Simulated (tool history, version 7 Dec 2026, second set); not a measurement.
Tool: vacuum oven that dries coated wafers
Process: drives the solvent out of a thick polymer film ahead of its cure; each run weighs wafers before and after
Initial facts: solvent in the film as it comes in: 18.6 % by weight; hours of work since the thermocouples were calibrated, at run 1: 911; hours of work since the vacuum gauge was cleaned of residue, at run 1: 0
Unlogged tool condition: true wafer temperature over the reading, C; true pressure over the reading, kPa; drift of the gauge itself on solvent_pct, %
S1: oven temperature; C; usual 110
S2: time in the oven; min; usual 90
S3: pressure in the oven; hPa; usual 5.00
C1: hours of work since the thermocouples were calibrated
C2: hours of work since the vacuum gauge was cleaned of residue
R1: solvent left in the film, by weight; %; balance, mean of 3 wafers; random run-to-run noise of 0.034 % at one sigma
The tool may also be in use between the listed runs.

run,hour,S1,S2,S3,C1,C2,R1
1,0.0,110,90,5.00,911,0,1.31
2,93.4,110,90,5.00,981,70,1.26
3,173.2,110,90,5.00,1041,130,1.37
4,223.7,110,68,5.00,1079,168,2.25
5,319.4,110,68,5.00,1150,239,2.26
6,372.9,110,90,19.50,1191,280,2.05
7,440.5,115,90,3.96,1241,330,0.78
# hour 472.2: oven's thermocouples calibrated
8,517.2,100,130,10.80,34,386,2.08
9,570.2,113,136,4.38,73,426,0.52
10,635.8,100,122,7.64,123,475,2.01
11,687.6,102,122,7.64,161,514,1.74

Alternative continuations, all from the tool just after run 11; predict every row:
A,744.4,99,122,7.64,204,557,?
B,744.4,110,62,2.96,204,557,?
C,744.4,110,70,2.65,204,557,?
D,744.4,99,140,10.85,204,557,?

run,R1
A,2.21
B,2.80
C,2.23
D,2.07
The same runs, with their run-to-run variation unchanged, on a tool lacking any hidden condition would have given:
run,R1
A,2.16
B,2.82
C,2.24
D,2.01

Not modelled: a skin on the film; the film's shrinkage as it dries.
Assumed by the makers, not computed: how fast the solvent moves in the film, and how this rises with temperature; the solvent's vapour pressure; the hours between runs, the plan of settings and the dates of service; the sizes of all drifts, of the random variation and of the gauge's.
